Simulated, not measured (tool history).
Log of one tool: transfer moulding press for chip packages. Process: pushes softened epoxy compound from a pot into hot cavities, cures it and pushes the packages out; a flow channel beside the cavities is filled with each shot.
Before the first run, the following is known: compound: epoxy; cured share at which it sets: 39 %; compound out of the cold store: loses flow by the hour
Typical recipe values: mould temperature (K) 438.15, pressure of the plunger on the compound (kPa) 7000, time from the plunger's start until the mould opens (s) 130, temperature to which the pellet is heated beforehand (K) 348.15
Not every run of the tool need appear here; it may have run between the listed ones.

run,hour,mould temperature (K),pressure of the plunger on the compound (kPa),time from the plunger's start until the mould opens (s),temperature to which the pellet is heated beforehand (K),incoming compound's hours out of the cold store,length that the compound runs in the flow channel (mm),greatest force on the pins that push the packages out (N)
1,0.0,438.15,7000,130,348.15,37.0,806,676
2,4.8,438.15,7000,130,348.15,14.6,833,718
3,10.2,438.15,7000,130,348.15,39.3,785,743
4,19.2,438.15,7000,130,348.15,37.0,786,751
# hour 26.3: cavities cleaned with cleaning compound and waxed
5,27.2,438.15,7000,130,348.15,20.9,826,457
6,35.2,438.15,7000,130,348.15,25.1,830,505
7,42.5,438.15,7000,123,348.15,14.2,839,637
# hour 45.1: mould's thermocouples calibrated
8,49.6,438.15,7000,130,348.15,9.7,839,642
9,55.2,433.15,7000,130,348.15,35.8,817,924
10,63.1,433.15,7000,130,348.15,32.3,829,938
11,69.1,433.15,7000,130,348.15,40.4,793,982
# hour 72.3: plunger's sealing rings changed
# hour 82.6: mould's thermocouples calibrated, once more
12,83.1,433.15,7000,130,348.15,31.9,874,1006
13,90.1,441.15,7000,130,348.15,20.6,863,634
14,97.7,441.15,7000,130,348.15,10.5,880,662
# hour 104.6: cavities cleaned with cleaning compound and waxed
15,107.3,441.15,7000,130,348.15,25.1,837,374
16,116.1,441.15,7000,130,348.15,39.4,810,432
17,124.4,440.15,7000,159,348.15,15.0,865,424
18,133.2,438.15,7000,149,348.15,26.5,838,495
19,138.3,438.15,7000,149,348.15,22.7,864,539
20,142.3,438.15,7000,149,348.15,8.6,878,532
21,151.8,438.15,7000,149,348.15,45.8,797,555
22,158.9,438.15,7000,130,353.15,18.7,866,736
23,165.1,438.15,7000,130,353.15,45.2,814,694
24,172.6,438.15,6780,114,349.15,38.1,805,967
# hour 176.2: cavities cleaned with cleaning compound and waxed
25,183.5,438.15,6780,114,349.15,33.2,803,620

Run 26 comes next. What will it give?
26,191.5,445.15,7000,167,348.15,13.6,?,?

length that the compound runs in the flow channel (mm): 832
greatest force on the pins that push the packages out (N): 396
With no hidden state in the tool, this same run would have given length that the compound runs in the flow channel (mm) 848, greatest force on the pins that push the packages out (N) 304.
